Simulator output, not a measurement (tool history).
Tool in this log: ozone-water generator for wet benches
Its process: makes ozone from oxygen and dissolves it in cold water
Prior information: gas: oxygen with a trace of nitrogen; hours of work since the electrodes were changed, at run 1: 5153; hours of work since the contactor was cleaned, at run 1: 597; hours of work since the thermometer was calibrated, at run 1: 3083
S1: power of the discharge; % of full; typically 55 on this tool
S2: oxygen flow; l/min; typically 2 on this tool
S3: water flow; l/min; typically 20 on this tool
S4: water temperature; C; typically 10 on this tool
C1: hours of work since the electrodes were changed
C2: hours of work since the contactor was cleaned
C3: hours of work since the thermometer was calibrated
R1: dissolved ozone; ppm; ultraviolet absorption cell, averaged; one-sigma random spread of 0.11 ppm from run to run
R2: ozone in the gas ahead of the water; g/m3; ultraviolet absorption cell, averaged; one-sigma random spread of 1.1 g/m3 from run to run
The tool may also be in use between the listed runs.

run 1 day=0 | S1=55 S2=2 S3=20 S4=10 | C1=5153 C2=597 C3=3083 | R1=7.9 R2=168.2
-- day=7.046 water thermometer calibrated
run 2 day=7.371 | S1=55 S2=2 S3=23 S4=10 | C1=5321 C2=765 C3=8 | R1=6.8 R2=168.7
run 3 day=14.692 | S1=55 S2=3.38 S3=20 S4=10 | C1=5489 C2=933 C3=175 | R1=8.5 R2=123.7
run 4 day=21.454 | S1=66 S2=3.38 S3=20 S4=10 | C1=5645 C2=1088 C3=331 | R1=9.4 R2=140.7
run 5 day=27.05 | S1=66 S2=3.38 S3=20 S4=10 | C1=5773 C2=1217 C3=459 | R1=9.6 R2=139.3
run 6 day=33.721 | S1=55 S2=1.11 S3=20 S4=10 | C1=5926 C2=1370 C3=612 | R1=6.5 R2=236.4
run 7 day=38.304 | S1=84 S2=2 S3=20 S4=10 | C1=6031 C2=1475 C3=717 | R1=10.5 R2=222.6
run 8 day=43.908 | S1=84 S2=2 S3=20 S4=10 | C1=6160 C2=1604 C3=846 | R1=10 R2=218.8
run 9 day=50.871 | S1=55 S2=2 S3=20 S4=10 | C1=6319 C2=1763 C3=1006 | R1=7.7 R2=163.5
run 10 day=57.05 | S1=55 S2=2 S3=20 S4=10 | C1=6461 C2=1905 C3=1147 | R1=7.7 R2=162.6
run 11 day=62.579 | S1=55 S2=2 S3=20 S4=10 | C1=6588 C2=2032 C3=1274 | R1=7.6 R2=163.4
run 12 day=67.483 | S1=90 S2=2 S3=20 S4=10 | C1=6701 C2=2145 C3=1387 | R1=10.4 R2=227.7
run 13 day=74.046 | S1=55 S2=2 S3=20 S4=8 | C1=6851 C2=2295 C3=1537 | R1=7.7 R2=161.9
run 14 day=80.796 | S1=55 S2=2 S3=31 S4=9 | C1=7006 C2=2450 C3=1692 | R1=4.7 R2=161.5
run 15 day=87.733 | S1=40 S2=2.23 S3=18 S4=9 | C1=7165 C2=2609 C3=1851 | R1=7 R2=121.8
run 16 day=94.971 | S1=84 S2=2.23 S3=18 S4=9 | C1=7331 C2=2775 C3=2017 | R1=11.3 R2=200
run 17 day=101.388 | S1=55 S2=2 S3=17 S4=10 | C1=7478 C2=2922 C3=2165 | R1=8.6 R2=158.8
run 18 day=105.854 | S1=51 S2=1.14 S3=19 S4=5 | C1=7581 C2=3025 C3=2267 | R1=6.7 R2=213.5
run 19 day=112.829 | S1=51 S2=1.14 S3=19 S4=5 | C1=7741 C2=3185 C3=2427 | R1=6.5 R2=209.1
run 20 day=120.154 | S1=51 S2=1.14 S3=19 S4=5 | C1=7909 C2=3353 C3=2595 | R1=6.5 R2=208.3
run 21 day=126.396 | S1=51 S2=1.14 S3=19 S4=5 | C1=8052 C2=3496 C3=2738 | R1=6.2 R2=208.7
run 22 day=133.771 | S1=48 S2=2.15 S3=16 S4=11 | C1=8221 C2=3665 C3=2908 | R1=8.3 R2=137.9
run 23 day=141.042 | S1=85 S2=1.29 S3=15 S4=11 | C1=8388 C2=3832 C3=3074 | R1=11.5 R2=269

Take each entry between the runs: how does the hidden state at the last listed run before it differ from the hidden state at the first listed run after it?
In the gap between runs 1 and 2: water thermometer calibrated (day 7.046)
  yield of the discharge, % of new electrodes': 86.7 -> 86.3; contactor's efficiency, % of a clean one's: 97.7 -> 97.6; true water temperature over the reading, C: -0.06 -> -0.07
  difference, measured minus the result without the unlogged condition, R1: -1.1 -> -0.9 ppm; R2: -20.7 -> -21.5 g/m3
